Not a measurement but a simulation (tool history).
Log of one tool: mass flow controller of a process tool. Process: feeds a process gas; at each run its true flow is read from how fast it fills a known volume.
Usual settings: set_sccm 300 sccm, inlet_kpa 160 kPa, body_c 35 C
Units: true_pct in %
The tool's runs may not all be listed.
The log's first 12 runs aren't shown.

run	hour	set_sccm	inlet_kpa	body_c	true_pct
13	1455.3	420	160	35	100.19
# hour 1464.1: controller's zero set anew
14	1592.3	420	160	35	100.19
15	1709.5	420	160	35	100.13
16	1781.4	612	160	21	98.94
17	1916.9	402	160	35	100.12
18	2051.8	106	160	22	97.39
19	2120.5	300	229	35	99.42
20	2288.6	300	229	35	99.42
# hour 2327.7: controller's zero set anew, once more
21	2402.5	105	160	28	99.01
22	2474.7	105	160	28	99.03
23	2571.3	105	160	28	98.84
24	2668	257	268	31	98.9
25	2781.1	300	166	25	98.93
26	2867.6	300	166	25	98.96
27	2999	300	161	21	98.41
28	3110.3	300	161	21	98.32
29	3202	300	256	27	98.41
30	3280.3	300	226	35	99.33

3 ways to go on from here, each from the tool as it stands after run 30. What would each give?
A	3426.8	187	161	35	?
B	3426.8	300	141	35	?
C	3426.8	144	170	35	?

run	true_pct
A	99.27
B	99.63
C	99.07
Without the tool's hidden state the same runs would have given:
run	true_pct
A	100.4
B	100.54
C	100.37

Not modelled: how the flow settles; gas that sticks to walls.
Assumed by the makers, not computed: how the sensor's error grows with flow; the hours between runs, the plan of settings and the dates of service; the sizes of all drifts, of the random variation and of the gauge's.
